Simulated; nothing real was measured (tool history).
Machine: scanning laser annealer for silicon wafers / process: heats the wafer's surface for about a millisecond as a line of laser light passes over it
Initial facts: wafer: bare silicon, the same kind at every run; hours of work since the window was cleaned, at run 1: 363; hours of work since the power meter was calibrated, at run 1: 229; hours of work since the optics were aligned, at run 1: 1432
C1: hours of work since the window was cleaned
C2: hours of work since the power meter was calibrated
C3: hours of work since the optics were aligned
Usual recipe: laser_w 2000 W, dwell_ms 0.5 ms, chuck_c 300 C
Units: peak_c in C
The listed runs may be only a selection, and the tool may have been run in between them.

Run 1, hour 0: usual settings; C1 363; C2 229; C3 1432. Result: peak_c 1062 C.
Run 2, hour 14.5: usual settings but laser_w 1788 W; C1 371; C2 238; C3 1440. Result: peak_c 967 C.
Run 3, hour 29.1: usual settings but chuck_c 306 C; C1 380; C2 246; C3 1449. Result: peak_c 1067 C.
At hour 40: optics aligned, line set to its width.
Run 4, hour 46: usual settings but chuck_c 306 C; C1 387; C2 253; C3 4. Result: peak_c 1077 C.
Run 5, hour 53.4: usual settings but dwell_ms 0.494 ms; C1 391; C2 258; C3 8. Result: peak_c 1063 C.
Run 6, hour 60.2: usual settings but dwell_ms 0.494 ms; C1 395; C2 262; C3 12. Result: peak_c 1063 C.
Run 7, hour 73.2: usual settings but dwell_ms 0.494 ms; C1 403; C2 269; C3 20. Result: peak_c 1058 C.
Run 8, hour 85: usual settings but dwell_ms 0.494 ms; C1 410; C2 276; C3 27. Result: peak_c 1061 C.
Run 9, hour 99.9: usual settings but dwell_ms 0.494 ms; C1 419; C2 285; C3 35. Result: peak_c 1062 C.
Run 10, hour 111.8: usual settings but dwell_ms 0.494 ms; C1 426; C2 292; C3 42. Result: peak_c 1061 C.
Run 11, hour 121.2: usual settings but dwell_ms 0.534 ms; C1 431; C2 298; C3 48. Result: peak_c 1093 C.
Run 12, hour 131.4: usual settings but dwell_ms 0.534 ms; C1 438; C2 304; C3 54. Result: peak_c 1095 C.
Run 13, hour 146.9: usual settings but laser_w 2091 W, chuck_c 282 C; C1 447; C2 313; C3 63. Result: peak_c 1091 C.
Run 14, hour 157.6: usual settings but laser_w 1789 W, dwell_ms 0.351 ms, chuck_c 299 C; C1 453; C2 319; C3 69. Result: peak_c 853 C.
Run 15, hour 164.7: usual settings but laser_w 1706 W, dwell_ms 0.465 ms, chuck_c 317 C; C1 457; C2 323; C3 74. Result: peak_c 931 C.

What will run 16 give?
Run 16, hour 171.9: usual settings but laser_w 1706 W, dwell_ms 0.367 ms, chuck_c 280 C; C1 461; C2 328; C3 78. Result: peak_c ?.

For run 16 the tool returned peak_c 817 C.
Minus the tool's unlogged condition, the same run would have read peak_c 841 C.
